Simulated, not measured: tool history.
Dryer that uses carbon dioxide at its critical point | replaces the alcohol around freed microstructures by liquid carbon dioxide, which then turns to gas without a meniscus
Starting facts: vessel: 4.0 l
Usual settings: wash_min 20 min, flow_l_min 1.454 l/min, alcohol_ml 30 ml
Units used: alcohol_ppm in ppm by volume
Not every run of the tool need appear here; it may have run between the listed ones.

{"run": 1, "hour": 0.0, "wash_min": 20, "flow_l_min": 1.454, "alcohol_ml": 30, "alcohol_ppm": 123}
{"run": 2, "hour": 54.6, "wash_min": 20, "flow_l_min": 1.454, "alcohol_ml": 30, "alcohol_ppm": 117}
{"run": 3, "hour": 113.1, "wash_min": 20, "flow_l_min": 1.03, "alcohol_ml": 30, "alcohol_ppm": 192}
{"run": 4, "hour": 149.4, "wash_min": 20, "flow_l_min": 1.46, "alcohol_ml": 30, "alcohol_ppm": 124}
{"run": 5, "hour": 199.4, "wash_min": 20, "flow_l_min": 1.46, "alcohol_ml": 30, "alcohol_ppm": 130}
{"run": 6, "hour": 245.9, "wash_min": 20, "flow_l_min": 1.46, "alcohol_ml": 30, "alcohol_ppm": 137}
{"run": 7, "hour": 300.3, "wash_min": 20, "flow_l_min": 1.454, "alcohol_ml": 30, "alcohol_ppm": 147}
{"run": 8, "hour": 335.2, "wash_min": 14, "flow_l_min": 1.454, "alcohol_ml": 30, "alcohol_ppm": 233}
{"run": 9, "hour": 369.6, "wash_min": 14, "flow_l_min": 1.454, "alcohol_ml": 30, "alcohol_ppm": 242}
{"run": 10, "hour": 406.8, "wash_min": 14, "flow_l_min": 1.454, "alcohol_ml": 30, "alcohol_ppm": 240}
{"run": 11, "hour": 432.7, "wash_min": 20, "flow_l_min": 1.48, "alcohol_ml": 30, "alcohol_ppm": 162}
{"run": 12, "hour": 474.9, "wash_min": 20, "flow_l_min": 1.53, "alcohol_ml": 30, "alcohol_ppm": 165}
{"run": 13, "hour": 527.6, "wash_min": 25, "flow_l_min": 1.454, "alcohol_ml": 30, "alcohol_ppm": 156}
{"run": 14, "hour": 579.9, "wash_min": 25, "flow_l_min": 1.454, "alcohol_ml": 30, "alcohol_ppm": 160}
{"run": 15, "hour": 638.8, "wash_min": 25, "flow_l_min": 1.454, "alcohol_ml": 30, "alcohol_ppm": 158}
{"run": 16, "hour": 682.4, "wash_min": 25, "flow_l_min": 1.454, "alcohol_ml": 30, "alcohol_ppm": 160}
{"run": 17, "hour": 708.2, "wash_min": 25, "flow_l_min": 1.454, "alcohol_ml": 30, "alcohol_ppm": 170}
{"run": 18, "hour": 737.7, "wash_min": 20, "flow_l_min": 1.454, "alcohol_ml": 30, "alcohol_ppm": 179}
{"run": 19, "hour": 785.7, "wash_min": 20, "flow_l_min": 1.454, "alcohol_ml": 30, "alcohol_ppm": 177}
{"run": 20, "hour": 847.9, "wash_min": 20, "flow_l_min": 1.454, "alcohol_ml": 30, "alcohol_ppm": 194}
{"run": 21, "hour": 904.1, "wash_min": 20, "flow_l_min": 2.21, "alcohol_ml": 24, "alcohol_ppm": 179}
{"run": 22, "hour": 946.9, "wash_min": 31, "flow_l_min": 1.454, "alcohol_ml": 114, "alcohol_ppm": 192}
{"run": 23, "hour": 995.7, "wash_min": 19, "flow_l_min": 1.95, "alcohol_ml": 23, "alcohol_ppm": 190}
{"run": 24, "hour": 1022.6, "wash_min": 20, "flow_l_min": 1.454, "alcohol_ml": 30, "alcohol_ppm": 198}
{"run": 25, "hour": 1064.4, "wash_min": 20, "flow_l_min": 1.4, "alcohol_ml": 32, "alcohol_ppm": 214}
{"run": 26, "hour": 1113.7, "wash_min": 20, "flow_l_min": 2.43, "alcohol_ml": 30, "alcohol_ppm": 198}
{"run": 27, "hour": 1153.3, "wash_min": 28, "flow_l_min": 2.43, "alcohol_ml": 30, "alcohol_ppm": 186}
{"run": 28, "hour": 1206.3, "wash_min": 20, "flow_l_min": 1.454, "alcohol_ml": 68, "alcohol_ppm": 214}
{"run": 29, "hour": 1238.8, "wash_min": 20, "flow_l_min": 1.33, "alcohol_ml": 30, "alcohol_ppm": 222}
{"run": 30, "hour": 1292.8, "wash_min": 20, "flow_l_min": 1.33, "alcohol_ml": 30, "alcohol_ppm": 222}
{"run": 31, "hour": 1343.1, "wash_min": 12, "flow_l_min": 0.89, "alcohol_ml": 30, "alcohol_ppm": 849}
{"run": 32, "hour": 1380.2, "wash_min": 12, "flow_l_min": 0.89, "alcohol_ml": 30, "alcohol_ppm": 855}
{"run": 33, "hour": 1441.7, "wash_min": 12, "flow_l_min": 0.89, "alcohol_ml": 30, "alcohol_ppm": 895}
{"run": 34, "hour": 1479.7, "wash_min": 14, "flow_l_min": 0.89, "alcohol_ml": 87, "alcohol_ppm": 1352}
{"run": 35, "hour": 1531.7, "wash_min": 24, "flow_l_min": 1.42, "alcohol_ml": 24, "alcohol_ppm": 18}
{"run": 36, "hour": 1569.5, "wash_min": 21, "flow_l_min": 1.08, "alcohol_ml": 36, "alcohol_ppm": 71}
{"run": 37, "hour": 1598.5, "wash_min": 21, "flow_l_min": 1.08, "alcohol_ml": 36, "alcohol_ppm": 80}
{"run": 38, "hour": 1659.8, "wash_min": 21, "flow_l_min": 1.08, "alcohol_ml": 36, "alcohol_ppm": 90}
{"run": 39, "hour": 1706.7, "wash_min": 21, "flow_l_min": 1.08, "alcohol_ml": 36, "alcohol_ppm": 83}
{"run": 40, "hour": 1744.6, "wash_min": 21, "flow_l_min": 1.08, "alcohol_ml": 36, "alcohol_ppm": 106}

Put back what was entered between runs (3 entries, withheld): which listed runs does each sit between, and how does the hidden state differ from the listed run before to the listed run after?
Runs 12 to 13: inlet filter changed (hour 521.4)
  flow that reaches the vessel past the clogged filter, %: 83.3 -> 99.5; alcohol in the recycled carbon dioxide, ppm: 148.7 -> 152.8
  difference, measured minus the result without the unlogged condition, alcohol_ppm: +156 -> +149 ppm by volume
Runs 27 to 28: inlet filter changed (hour 1197.7)
  flow that reaches the vessel past the clogged filter, %: 83.8 -> 99.6; alcohol in the recycled carbon dioxide, ppm: 201.4 -> 205.5
  difference, measured minus the result without the unlogged condition, alcohol_ppm: +186 -> +199 ppm by volume
Runs 33 to 34: purifier's bed changed (hour 1447.9)
  flow that reaches the vessel past the clogged filter, %: 93.8 -> 92.9; alcohol in the recycled carbon dioxide, ppm: 223.8 -> 8.8
  difference, measured minus the result without the unlogged condition, alcohol_ppm: +315 -> +258 ppm by volume
